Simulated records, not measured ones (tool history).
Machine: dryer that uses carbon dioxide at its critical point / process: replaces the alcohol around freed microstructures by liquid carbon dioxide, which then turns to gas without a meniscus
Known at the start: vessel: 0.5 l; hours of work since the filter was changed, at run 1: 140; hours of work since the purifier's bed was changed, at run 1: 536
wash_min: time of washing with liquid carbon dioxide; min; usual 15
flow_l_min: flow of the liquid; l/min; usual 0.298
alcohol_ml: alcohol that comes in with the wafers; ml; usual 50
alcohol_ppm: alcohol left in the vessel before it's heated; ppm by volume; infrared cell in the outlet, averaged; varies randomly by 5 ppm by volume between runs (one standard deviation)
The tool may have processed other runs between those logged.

run   hour  wash_min  flow_l_min  alcohol_ml  hours of work since the filter was changed  hours of work since the purifier's bed was changed  alcohol_ppm
  1      0        15       0.298          50                                         140                                                 536          102
  2   14.7        15       0.298          50                                         151                                                 547          112
  3   26.3        15       0.298          50                                         159                                                 556          116
  4   45.3        15       0.298          50                                         173                                                 569          119
  5   61.3        15       0.298          50                                         184                                                 581          109
  6   74.3        15       0.298          50                                         194                                                 590          118
  7   84.2        15       0.298          50                                         201                                                 598          119
  8   96.9        15       0.298          50                                         210                                                 607          114
  9  113.7        22       0.298          50                                         222                                                 619          107
 10  124.4        22       0.298          50                                         230                                                 627          100
 11  137.1        15       0.298          50                                         239                                                 636          128
 12    146        15       0.298          50                                         246                                                 642          136
 13  162.8        15       0.298          50                                         258                                                 655          137
 14  176.6        15       0.298          77                                         268                                                 665          148
 15  194.6        15       0.297          50                                         281                                                 678          133
 16  203.9        15       0.297          50                                         288                                                 684          143
 17  217.5        15       0.298          50                                         298                                                 694          136
 18  236.8        15       0.298          22                                         312                                                 708          127
 19    245        15       0.298          22                                         318                                                 714          123
 20  253.5        15       0.298          22                                         324                                                 720          128
 21  266.9        15       0.298          22                                         334                                                 730          137
 22  283.8         9       0.329          20                                         346                                                 742          296
     304.4  -- purifier's bed changed
 23    306         9       0.329          20                                         360                                                   1          164
 24  323.1        23       0.407          59                                         372                                                  14            7
 25    331        11       0.235         112                                         378                                                  19         2249
 26  347.3        11       0.235         112                                         390                                                  31         2253
 27  358.5        10       0.298          39                                         398                                                  39          370
 28  369.8        10       0.298          39                                         406                                                  47          357
 29  387.5        13       0.184          50                                         419                                                  60         1578
 30  405.2        13       0.236          31                                         432                                                  73          285
 31  424.5        23       0.311          49                                         446                                                  87           21
 32  442.8        15       0.368          49                                         459                                                 100           30
 33  460.2        15       0.368          49                                         472                                                 113           24
 34  475.8        15       0.368          92                                         483                                                 124           33
 35  484.6        15       0.438          92                                         489                                                 131           19
 36  498.8        15       0.438          92                                         500                                                 141           28
 37  512.1        15       0.438          92                                         509                                                 151           26
 38    531        15       0.298          60                                         523                                                 164           75
 39  545.1        15       0.298          60                                         533                                                 175           71
 40  555.3        13       0.298          52                                         541                                                 182          137
 41  565.3        11       0.465          50                                         548                                                 189           38
 42  577.3        11       0.465          50                                         557                                                 198           52

What differs in the tool's unlogged condition from the final listed run ahead of each entry between runs to the first listed run following it?
After run 22, before run 23: purifier's bed changed (hour 304.4)
  flow that reaches the vessel past the clogged filter, %: 94.5 -> 94.3; alcohol in the recycled carbon dioxide, ppm: 120.3 -> 5.3
  what was measured, less what the result would be without the hidden state, alcohol_ppm: +162 -> +47 ppm by volume
